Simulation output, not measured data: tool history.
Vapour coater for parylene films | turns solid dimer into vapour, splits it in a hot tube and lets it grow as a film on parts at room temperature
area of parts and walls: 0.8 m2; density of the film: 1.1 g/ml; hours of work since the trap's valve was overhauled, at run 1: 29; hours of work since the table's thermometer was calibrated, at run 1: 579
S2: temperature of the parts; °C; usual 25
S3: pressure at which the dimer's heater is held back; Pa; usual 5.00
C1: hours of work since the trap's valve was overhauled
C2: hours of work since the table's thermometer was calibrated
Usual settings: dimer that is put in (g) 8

run 1 hour=0.0 | dimer_that_is_put_in_(g)=8 S2=25 S3=5.00 | C1=29 C2=579 | thickness_of_the_film_(nm)=5600
run 2 hour=32.0 | dimer_that_is_put_in_(g)=8 S2=25 S3=5.00 | C1=45 C2=594 | thickness_of_the_film_(nm)=5620
run 3 hour=58.8 | dimer_that_is_put_in_(g)=8 S2=25 S3=5.00 | C1=58 C2=607 | thickness_of_the_film_(nm)=5600
run 4 hour=79.2 | dimer_that_is_put_in_(g)=12 S2=25 S3=5.00 | C1=68 C2=617 | thickness_of_the_film_(nm)=8490
run 5 hour=104.7 | dimer_that_is_put_in_(g)=12 S2=25 S3=5.00 | C1=80 C2=630 | thickness_of_the_film_(nm)=8540
run 6 hour=126.0 | dimer_that_is_put_in_(g)=12 S2=25 S3=5.00 | C1=91 C2=640 | thickness_of_the_film_(nm)=8490
run 7 hour=147.7 | dimer_that_is_put_in_(g)=12 S2=25 S3=5.00 | C1=101 C2=651 | thickness_of_the_film_(nm)=8530
run 8 hour=174.1 | dimer_that_is_put_in_(g)=12 S2=25 S3=5.00 | C1=114 C2=664 | thickness_of_the_film_(nm)=8390
run 9 hour=205.6 | dimer_that_is_put_in_(g)=11 S2=25 S3=5.00 | C1=129 C2=679 | thickness_of_the_film_(nm)=7800
run 10 hour=235.7 | dimer_that_is_put_in_(g)=11 S2=25 S3=5.00 | C1=144 C2=694 | thickness_of_the_film_(nm)=7830
run 11 hour=262.3 | dimer_that_is_put_in_(g)=11 S2=25 S3=5.00 | C1=157 C2=707 | thickness_of_the_film_(nm)=7820
run 12 hour=296.2 | dimer_that_is_put_in_(g)=11 S2=25 S3=5.00 | C1=174 C2=723 | thickness_of_the_film_(nm)=7790
run 13 hour=327.5 | dimer_that_is_put_in_(g)=11 S2=25 S3=5.00 | C1=189 C2=738 | thickness_of_the_film_(nm)=7780
run 14 hour=360.6 | dimer_that_is_put_in_(g)=11 S2=25 S3=5.00 | C1=205 C2=755 | thickness_of_the_film_(nm)=7820
run 15 hour=377.6 | dimer_that_is_put_in_(g)=8 S2=25 S3=5.00 | C1=213 C2=763 | thickness_of_the_film_(nm)=5650
run 16 hour=393.4 | dimer_that_is_put_in_(g)=8 S2=25 S3=6.58 | C1=221 C2=771 | thickness_of_the_film_(nm)=5490
run 17 hour=424.7 | dimer_that_is_put_in_(g)=8 S2=25 S3=6.58 | C1=236 C2=786 | thickness_of_the_film_(nm)=5480

Forecast run 18:
run 18 hour=440.7 | dimer_that_is_put_in_(g)=9 S2=25 S3=7.96 | C1=244 C2=794 | thickness_of_the_film_(nm)=?

Run 18 gave thickness of the film (nm) 6020.
Without the tool's hidden state the same run would have given thickness of the film (nm) 6030.
